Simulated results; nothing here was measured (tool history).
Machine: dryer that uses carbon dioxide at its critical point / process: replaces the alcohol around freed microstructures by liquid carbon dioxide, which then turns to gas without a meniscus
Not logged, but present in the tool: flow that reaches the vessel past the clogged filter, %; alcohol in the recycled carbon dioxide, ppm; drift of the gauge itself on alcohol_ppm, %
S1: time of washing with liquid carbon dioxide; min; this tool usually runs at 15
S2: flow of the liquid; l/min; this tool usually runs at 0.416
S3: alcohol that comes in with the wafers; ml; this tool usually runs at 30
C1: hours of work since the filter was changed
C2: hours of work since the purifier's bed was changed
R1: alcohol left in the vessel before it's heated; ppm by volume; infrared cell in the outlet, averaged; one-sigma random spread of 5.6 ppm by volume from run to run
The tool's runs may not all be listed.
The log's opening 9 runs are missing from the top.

{"run": 10, "hour": 139.7, "S1": 15, "S2": 0.416, "S3": 105, "C1": 285, "C2": 325, "R1": 898}
{"run": 11, "hour": 155.4, "S1": 11, "S2": 0.416, "S3": 30, "C1": 293, "C2": 333, "R1": 918}
{"run": 12, "hour": 173.2, "S1": 9, "S2": 0.416, "S3": 30, "C1": 302, "C2": 342, "R1": 1759}
{"hour": 182.4, "done": "inlet filter changed"}
{"run": 13, "hour": 190.9, "S1": 15, "S2": 0.416, "S3": 20, "C1": 4, "C2": 350, "R1": 126}
{"run": 14, "hour": 210.5, "S1": 15, "S2": 0.416, "S3": 20, "C1": 14, "C2": 360, "R1": 134}
{"run": 15, "hour": 232.8, "S1": 15, "S2": 0.416, "S3": 20, "C1": 26, "C2": 372, "R1": 134}
{"run": 16, "hour": 255.7, "S1": 17, "S2": 0.416, "S3": 30, "C1": 37, "C2": 383, "R1": 110}
{"run": 17, "hour": 274.8, "S1": 12, "S2": 0.416, "S3": 30, "C1": 47, "C2": 393, "R1": 500}
{"run": 18, "hour": 289.4, "S1": 12, "S2": 0.416, "S3": 30, "C1": 55, "C2": 401, "R1": 509}
{"run": 19, "hour": 308.6, "S1": 12, "S2": 0.416, "S3": 30, "C1": 65, "C2": 411, "R1": 517}
{"run": 20, "hour": 334.0, "S1": 16, "S2": 0.339, "S3": 91, "C1": 78, "C2": 424, "R1": 1020}
{"run": 21, "hour": 345.1, "S1": 16, "S2": 0.339, "S3": 91, "C1": 83, "C2": 429, "R1": 1068}
{"run": 22, "hour": 369.6, "S1": 16, "S2": 0.339, "S3": 91, "C1": 96, "C2": 442, "R1": 1075}
{"run": 23, "hour": 391.1, "S1": 16, "S2": 0.339, "S3": 91, "C1": 107, "C2": 453, "R1": 1071}
{"run": 24, "hour": 414.7, "S1": 16, "S2": 0.339, "S3": 91, "C1": 119, "C2": 465, "R1": 1123}
{"run": 25, "hour": 430.4, "S1": 14, "S2": 0.58, "S3": 67, "C1": 127, "C2": 473, "R1": 133}
{"run": 26, "hour": 450.4, "S1": 15, "S2": 0.59, "S3": 114, "C1": 137, "C2": 483, "R1": 130}
{"run": 27, "hour": 465.3, "S1": 15, "S2": 0.416, "S3": 70, "C1": 145, "C2": 491, "R1": 493}
{"run": 28, "hour": 478.4, "S1": 13, "S2": 0.327, "S3": 30, "C1": 151, "C2": 497, "R1": 975}

The next listed run, before its measurement:
{"run": 29, "hour": 491.1, "S1": 13, "S2": 0.327, "S3": 30, "C1": 158, "C2": 504, "R1": "?"}

R1: 992 ppm by volume
The same run, on a tool lacking any hidden state, would have yielded R1 805 ppm by volume.

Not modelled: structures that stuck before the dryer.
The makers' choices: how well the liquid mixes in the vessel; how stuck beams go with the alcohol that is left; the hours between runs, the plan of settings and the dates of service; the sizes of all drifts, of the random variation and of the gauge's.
